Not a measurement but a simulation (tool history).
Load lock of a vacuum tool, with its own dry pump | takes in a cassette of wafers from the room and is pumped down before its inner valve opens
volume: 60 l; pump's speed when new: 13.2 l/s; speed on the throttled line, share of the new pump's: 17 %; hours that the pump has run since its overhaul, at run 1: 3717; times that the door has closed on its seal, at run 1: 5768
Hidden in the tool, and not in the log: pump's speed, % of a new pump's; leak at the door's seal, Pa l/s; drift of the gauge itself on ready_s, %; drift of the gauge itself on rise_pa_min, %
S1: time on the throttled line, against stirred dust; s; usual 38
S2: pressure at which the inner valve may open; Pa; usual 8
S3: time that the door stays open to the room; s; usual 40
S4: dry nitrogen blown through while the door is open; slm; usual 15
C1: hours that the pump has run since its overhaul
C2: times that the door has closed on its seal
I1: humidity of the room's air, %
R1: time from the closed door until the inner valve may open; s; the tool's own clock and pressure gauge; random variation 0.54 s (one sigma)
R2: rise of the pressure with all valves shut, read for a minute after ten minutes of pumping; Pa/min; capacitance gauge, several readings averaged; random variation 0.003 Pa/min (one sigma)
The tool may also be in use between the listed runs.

{"run": 1, "hour": 0.0, "S1": 38, "S2": 8, "S3": 40, "S4": 15, "C1": 3717, "C2": 5768, "I1": 41.8, "R1": 77.9, "R2": 0.03}
{"run": 2, "hour": 179.1, "S1": 62, "S2": 8, "S3": 40, "S4": 15, "C1": 3896, "C2": 5948, "I1": 44.4, "R1": 97.6, "R2": 0.028}
{"run": 3, "hour": 420.3, "S1": 38, "S2": 13, "S3": 40, "S4": 15, "C1": 4137, "C2": 6192, "I1": 47.2, "R1": 76.2, "R2": 0.03}
{"run": 4, "hour": 631.7, "S1": 38, "S2": 8, "S3": 40, "S4": 15, "C1": 4348, "C2": 6405, "I1": 46.5, "R1": 78.9, "R2": 0.036}
{"run": 5, "hour": 845.0, "S1": 38, "S2": 8, "S3": 40, "S4": 15, "C1": 4562, "C2": 6620, "I1": 43.4, "R1": 79.3, "R2": 0.031}
{"run": 6, "hour": 993.8, "S1": 38, "S2": 7, "S3": 40, "S4": 15, "C1": 4710, "C2": 6770, "I1": 51.7, "R1": 80.5, "R2": 0.033}
{"run": 7, "hour": 1174.9, "S1": 38, "S2": 7, "S3": 35, "S4": 8, "C1": 4891, "C2": 6952, "I1": 43.6, "R1": 80.2, "R2": 0.038}
{"run": 8, "hour": 1286.1, "S1": 66, "S2": 7, "S3": 88, "S4": 6, "C1": 5003, "C2": 7064, "I1": 45.4, "R1": 103.9, "R2": 0.051}
{"run": 9, "hour": 1526.0, "S1": 54, "S2": 13, "S3": 222, "S4": 6, "C1": 5243, "C2": 7306, "I1": 45.2, "R1": 90.4, "R2": 0.066}
{"run": 10, "hour": 1727.8, "S1": 62, "S2": 8, "S3": 200, "S4": 11, "C1": 5444, "C2": 7510, "I1": 42.8, "R1": 98.8, "R2": 0.05}
{"run": 11, "hour": 1874.0, "S1": 33, "S2": 8, "S3": 29, "S4": 11, "C1": 5591, "C2": 7657, "I1": 44.2, "R1": 76.2, "R2": 0.036}
{"run": 12, "hour": 1998.9, "S1": 45, "S2": 7, "S3": 186, "S4": 8, "C1": 5715, "C2": 7783, "I1": 44.5, "R1": 87.1, "R2": 0.061}

Measured less the same run without the tool's hidden state. The same run-to-run variation is in both; the gauge's scatter may not be:
run=1 R1=+3.5 R2=+0.012
run=2 R1=+3.2 R2=+0.012
run=3 R1=+3.6 R2=+0.013
run=4 R1=+3.9 R2=+0.013
run=5 R1=+4.1 R2=+0.014
run=6 R1=+4.5 R2=+0.014
run=7 R1=+4.5 R2=+0.016
run=8 R1=+4 R2=+0.015
run=9 R1=+4 R2=+0.016
run=10 R1=+4.3 R2=+0.017
run=11 R1=+5.1 R2=+0.017
run=12 R1=+5.1 R2=+0.018

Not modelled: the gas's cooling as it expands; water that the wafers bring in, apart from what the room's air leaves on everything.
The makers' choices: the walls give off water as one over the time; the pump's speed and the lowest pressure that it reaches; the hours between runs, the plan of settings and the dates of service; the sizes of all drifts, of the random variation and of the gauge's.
